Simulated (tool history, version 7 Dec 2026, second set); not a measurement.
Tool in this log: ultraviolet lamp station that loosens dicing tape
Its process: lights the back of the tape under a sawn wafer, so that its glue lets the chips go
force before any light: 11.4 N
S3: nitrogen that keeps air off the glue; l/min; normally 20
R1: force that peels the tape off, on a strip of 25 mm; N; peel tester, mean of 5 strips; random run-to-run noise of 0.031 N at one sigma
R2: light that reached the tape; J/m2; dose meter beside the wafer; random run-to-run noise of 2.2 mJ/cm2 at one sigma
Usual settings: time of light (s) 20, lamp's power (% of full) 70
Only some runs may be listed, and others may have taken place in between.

Run 1, hour 0.0: usual settings. Result: R1 2.000 N, R2 1540 J/m2.
Run 2, hour 11.0: usual settings. Result: R1 1.999 N, R2 1500 J/m2.
Run 3, hour 22.9: usual settings. Result: R1 2.049 N, R2 1580 J/m2.
Run 4, hour 30.7: usual settings but time of light (s) 13. Result: R1 3.662 N, R2 1000 J/m2.
Run 5, hour 39.3: usual settings but time of light (s) 13. Result: R1 3.700 N, R2 1030 J/m2.
Run 6, hour 51.1: usual settings but time of light (s) 13. Result: R1 3.839 N, R2 1010 J/m2.
Run 7, hour 59.9: usual settings. Result: R1 2.112 N, R2 1570 J/m2.
Run 8, hour 69.8: usual settings. Result: R1 2.148 N, R2 1540 J/m2.
Run 9, hour 80.9: usual settings. Result: R1 2.173 N, R2 1480 J/m2.
Run 10, hour 88.8: usual settings. Result: R1 2.170 N, R2 1470 J/m2.
Run 11, hour 94.1: usual settings. Result: R1 2.113 N, R2 1500 J/m2.
Run 12, hour 105.1: usual settings. Result: R1 2.173 N, R2 1510 J/m2.
Run 13, hour 117.6: usual settings. Result: R1 2.293 N, R2 1460 J/m2.
Run 14, hour 127.2: usual settings. Result: R1 2.231 N, R2 1470 J/m2.
Run 15, hour 137.6: usual settings. Result: R1 2.249 N, R2 1430 J/m2.
Run 16, hour 145.2: usual settings but lamp's power (% of full) 62. Result: R1 2.827 N, R2 1260 J/m2.
Run 17, hour 155.5: usual settings but lamp's power (% of full) 62. Result: R1 2.691 N, R2 1290 J/m2.
At hour 157.0: window cleaned of glue's vapour.
Run 18, hour 161.7: usual settings but lamp's power (% of full) 62. Result: R1 2.902 N, R2 1180 J/m2.
Run 19, hour 168.7: usual settings. Result: R1 2.554 N, R2 1390 J/m2.
Run 20, hour 175.5: usual settings. Result: R1 2.569 N, R2 1400 J/m2.
Run 21, hour 184.9: usual settings. Result: R1 2.536 N, R2 1390 J/m2.
Run 22, hour 194.5: usual settings. Result: R1 2.514 N, R2 1330 J/m2.
Run 23, hour 207.0: usual settings but time of light (s) 29, lamp's power (% of full) 87. Result: R1 0.823 N, R2 2400 J/m2.
Run 24, hour 219.2: usual settings but lamp's power (% of full) 65. Result: R1 2.951 N, R2 1240 J/m2.
Run 25, hour 226.1: usual settings but time of light (s) 35, lamp's power (% of full) 62, S3 13 l/min. Result: R1 1.613 N, R2 2030 J/m2.
At hour 227.3: window cleaned of glue's vapour, once more.
Run 26, hour 235.1: usual settings but time of light (s) 35, lamp's power (% of full) 62, S3 13 l/min. Result: R1 1.102 N, R2 2490 J/m2.
Run 27, hour 246.6: usual settings but time of light (s) 35, lamp's power (% of full) 62, S3 13 l/min. Result: R1 1.093 N, R2 2470 J/m2.
Run 28, hour 254.9: usual settings but time of light (s) 21, lamp's power (% of full) 83, S3 6 l/min. Result: R1 2.923 N, R2 1980 J/m2.
Run 29, hour 267.8: usual settings but time of light (s) 33, lamp's power (% of full) 78, S3 6 l/min. Result: R1 1.518 N, R2 2890 J/m2.
Run 30, hour 280.2: usual settings but time of light (s) 33, lamp's power (% of full) 78, S3 6 l/min. Result: R1 1.494 N, R2 2910 J/m2.
Run 31, hour 287.4: usual settings but time of light (s) 26, S3 21 l/min. Result: R1 1.157 N, R2 2010 J/m2.
Run 32, hour 298.2: usual settings but time of light (s) 33, lamp's power (% of full) 65. Result: R1 0.822 N, R2 2410 J/m2.
Run 33, hour 307.2: usual settings but time of light (s) 32, lamp's power (% of full) 92, S3 6 l/min. Result: R1 1.135 N, R2 3230 J/m2.
Run 34, hour 318.0: usual settings but time of light (s) 32, lamp's power (% of full) 92, S3 6 l/min. Result: R1 1.155 N, R2 3280 J/m2.
Run 35, hour 323.7: usual settings but lamp's power (% of full) 69. Result: R1 2.164 N, R2 1500 J/m2.
Run 36, hour 330.6: usual settings but lamp's power (% of full) 87, S3 9 l/min. Result: R1 2.271 N, R2 1920 J/m2.
Run 37, hour 343.2: usual settings but time of light (s) 35, S3 37 l/min. Result: R1 0.375 N, R2 2710 J/m2.
Run 38, hour 348.4: usual settings but lamp's power (% of full) 88. Result: R1 1.404 N, R2 1920 J/m2.
Run 39, hour 356.9: usual settings but time of light (s) 25, lamp's power (% of full) 68, S3 30 l/min. Result: R1 1.103 N, R2 1860 J/m2.
Run 40, hour 367.9: usual settings but time of light (s) 25, lamp's power (% of full) 99, S3 24 l/min. Result: R1 0.516 N, R2 2640 J/m2.
Run 41, hour 374.8: usual settings but time of light (s) 35, lamp's power (% of full) 95. Result: R1 0.279 N, R2 3630 J/m2.
Run 42, hour 382.0: usual settings but time of light (s) 14, lamp's power (% of full) 95, S3 38 l/min. Result: R1 1.641 N, R2 1420 J/m2.
Run 43, hour 388.6: usual settings but time of light (s) 18, lamp's power (% of full) 84, S3 22 l/min. Result: R1 1.760 N, R2 1640 J/m2.
Run 44, hour 400.4: usual settings but time of light (s) 18, lamp's power (% of full) 84, S3 22 l/min. Result: R1 1.803 N, R2 1600 J/m2.

Below are 3 alternative next runs, each starting from the tool's condition after run 44. Predict each:
Run A, hour 408.8: usual settings but time of light (s) 18, lamp's power (% of full) 84, S3 9 l/min. Result: R1 ?, R2 ?.
Run B, hour 408.8: usual settings but time of light (s) 29, lamp's power (% of full) 83, S3 18 l/min. Result: R1 ?, R2 ?.
Run C, hour 408.8: usual settings but S3 12 l/min. Result: R1 ?, R2 ?.

run     R1    R2
  A  3.010  1620
  B  0.769  2530
  C  2.881  1540
Had the tool no hidden state, the same runs would have come out as:
run     R1    R2
  A  2.274  1970
  B  0.456  3070
  C  2.155  1860

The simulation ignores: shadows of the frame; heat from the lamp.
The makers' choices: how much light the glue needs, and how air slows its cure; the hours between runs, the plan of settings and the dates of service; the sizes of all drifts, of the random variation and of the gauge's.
